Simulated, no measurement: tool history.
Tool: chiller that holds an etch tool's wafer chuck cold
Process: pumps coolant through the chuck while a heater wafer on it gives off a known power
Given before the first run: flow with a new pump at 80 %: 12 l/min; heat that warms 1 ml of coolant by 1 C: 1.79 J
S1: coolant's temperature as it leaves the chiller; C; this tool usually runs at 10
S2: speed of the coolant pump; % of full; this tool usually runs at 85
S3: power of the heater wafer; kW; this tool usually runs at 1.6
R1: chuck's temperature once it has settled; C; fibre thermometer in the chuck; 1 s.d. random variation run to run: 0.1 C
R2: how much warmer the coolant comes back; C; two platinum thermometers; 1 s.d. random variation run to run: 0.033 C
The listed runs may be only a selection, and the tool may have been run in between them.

run   hour  S1  S2     S3    R1    R2
  1      0  10  85    1.6  30.6  4.26
  2   17.9  10  85    1.6  30.7  4.32
  3   35.3  10  85  0.964  22.5  2.59
  4   73.7  10  85  2.061  36.6   5.6
  5  109.8  17  85    1.6  37.8  4.35
  6  147.3   0  85    1.6  20.9  4.31
  7  176.6   0  85    1.6  20.8  4.33
  8  195.3   0  85    1.6    21  4.29
  9  217.9  10  85    1.6  30.9  4.36
 10  251.6   2  85    1.6    23  4.32
 11  272.8  10  66    1.6  34.2  5.59
 12  297.3  10  66    1.6  34.2  5.57
 13  319.3   1  60  0.836  14.5  3.22
 14  357.9   1  60  0.836  14.6  3.23
 15  376.5   1  60  0.836  14.7  3.16
 16  415.6  17  85      1  30.3  2.68
 17  447.3   1  85  2.039  28.2  5.53
 18  472.7   1  69  1.047  16.8  3.53
 19  497.6   1  69  1.047  16.7  3.46
 20  528.3   1  69  1.047  16.8  3.54
 21  565.6   0  80    1.6  22.2  4.64
 22  595.9   0  80    1.6  22.4  4.64
 23  622.6   0  80    1.6  22.5   4.6

5 ways to go on from here, each from the tool as it stands after run 23. What would each give?
  A  643.8  12  64  1.361   ?   ?
  B  643.8   2  72  1.923   ?   ?
  C  643.8  12  93    1.6   ?   ?
  D  643.8   6  85    1.6   ?   ?
  E  643.8  15  80    1.6   ?   ?

run    R1    R2
  A  33.5  4.93
  B  30.3  6.19
  C  32.7  3.99
  D  27.6  4.36
  E  37.4  4.65
With no hidden state in the tool, these same runs would have given:
run    R1    R2
  A  31.2  4.76
  B  27.4  5.96
  C  30.5  3.85
  D  25.3   4.2
  E  35.1  4.49

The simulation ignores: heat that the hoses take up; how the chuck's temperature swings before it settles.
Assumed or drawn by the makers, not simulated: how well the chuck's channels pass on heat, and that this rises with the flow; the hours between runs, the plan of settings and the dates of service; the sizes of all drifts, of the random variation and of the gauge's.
